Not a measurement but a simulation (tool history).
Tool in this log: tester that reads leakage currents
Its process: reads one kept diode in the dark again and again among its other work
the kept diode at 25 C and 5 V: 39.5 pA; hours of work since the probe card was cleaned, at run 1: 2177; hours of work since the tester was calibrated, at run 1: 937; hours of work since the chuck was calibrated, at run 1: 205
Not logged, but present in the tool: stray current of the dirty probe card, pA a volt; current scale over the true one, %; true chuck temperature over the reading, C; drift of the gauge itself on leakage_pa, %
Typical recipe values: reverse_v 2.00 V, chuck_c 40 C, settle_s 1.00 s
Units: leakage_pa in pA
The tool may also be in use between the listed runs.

| run | day | reverse_v | chuck_c | settle_s | hours of work since the probe card was cleaned | hours of work since the tester was calibrated | hours of work since the chuck was calibrated | leakage_pa |
|---|---|---|---|---|---|---|---|---|
| 1 | 0.000 | 2.00 | 40 | 1.00 | 2177 | 937 | 205 | 105.52 |
| 2 | 1.667 | 2.00 | 40 | 1.00 | 2196 | 956 | 224 | 104.81 |
| 3 | 3.458 | 5.34 | 40 | 1.00 | 2216 | 976 | 244 | 167.96 |
| 4 | 4.671 | 5.34 | 40 | 1.00 | 2229 | 989 | 257 | 167.56 |
| 5 | 6.362 | 5.34 | 40 | 1.00 | 2248 | 1008 | 276 | 167.25 |
| 6 | 8.233 | 1.84 | 40 | 1.00 | 2269 | 1029 | 297 | 100.95 |
| 7 | 10.038 | 1.38 | 40 | 1.00 | 2289 | 1049 | 317 | 88.28 |
| 8 | 12.333 | 1.38 | 51 | 1.00 | 2314 | 1074 | 342 | 219.55 |
| 9 | 14.950 | 2.00 | 24 | 1.00 | 2343 | 1103 | 371 | 26.71 |
| 10 | 16.900 | 2.00 | 31 | 1.00 | 2365 | 1125 | 393 | 48.52 |
| 11 | 18.046 | 2.00 | 40 | 1.00 | 2378 | 1138 | 406 | 105.21 |
| 12 | 19.850 | 2.00 | 40 | 1.00 | 2398 | 1158 | 426 | 104.88 |
| 13 | 22.125 | 2.00 | 42 | 1.00 | 2423 | 1183 | 451 | 124.00 |
| 14 | 23.696 | 2.00 | 40 | 1.00 | 2440 | 1200 | 468 | 104.81 |
| 15 | 24.846 | 15.55 | 37 | 0.32 | 2453 | 1213 | 481 | 234.30 |
| 16 | 26.633 | 4.65 | 29 | 1.00 | 2473 | 1233 | 501 | 62.58 |
| 17 | 29.242 | 10.09 | 29 | 1.00 | 2502 | 1262 | 530 | 94.29 |
| 18 | 31.767 | 2.00 | 40 | 0.55 | 2530 | 1290 | 558 | 106.10 |
|  | 33.300 | probe card cleaned and baked |
| 19 | 33.521 | 2.00 | 40 | 0.55 | 2 | 1308 | 576 | 102.31 |
| 20 | 35.462 | 1.24 | 21 | 2.87 | 24 | 1330 | 598 | 14.15 |
| 21 | 38.021 | 2.00 | 24 | 1.60 | 52 | 1358 | 626 | 23.92 |
| 22 | 39.512 | 2.00 | 24 | 1.60 | 69 | 1375 | 643 | 23.91 |
| 23 | 40.996 | 9.42 | 36 | 9.72 | 85 | 1391 | 659 | 144.18 |
| 24 | 42.488 | 7.02 | 36 | 9.72 | 102 | 1408 | 676 | 126.92 |
| 25 | 44.475 | 7.02 | 36 | 9.72 | 124 | 1430 | 698 | 126.91 |
| 26 | 47.246 | 8.26 | 33 | 2.42 | 155 | 1460 | 728 | 104.98 |
| 27 | 49.762 | 8.26 | 33 | 2.42 | 183 | 1488 | 756 | 105.40 |

Selected run-to-run steps in leakage_pa, each split into two signed amounts: the part the tool would show with no hidden state at all (from settings, incoming material and random variation), and the remainder, which goes to the hidden state together with any gauge scatter not common to the measured and the hidden-state-free results:
Run 8 -> 9: reverse_v 1.38 -> 2.00, chuck_c 51 -> 24. leakage_pa -192.84 pA: hidden state +1.11, all else -193.95.
Run 14 -> 15: reverse_v 2.00 -> 15.55, chuck_c 40 -> 37, settle_s 1.00 -> 0.32. leakage_pa +129.49 pA: hidden state +15.44, all else +114.05.
Run 15 -> 16: reverse_v 15.55 -> 4.65, chuck_c 37 -> 29, settle_s 0.32 -> 1.00. leakage_pa -171.72 pA: hidden state -12.08, all else -159.64.

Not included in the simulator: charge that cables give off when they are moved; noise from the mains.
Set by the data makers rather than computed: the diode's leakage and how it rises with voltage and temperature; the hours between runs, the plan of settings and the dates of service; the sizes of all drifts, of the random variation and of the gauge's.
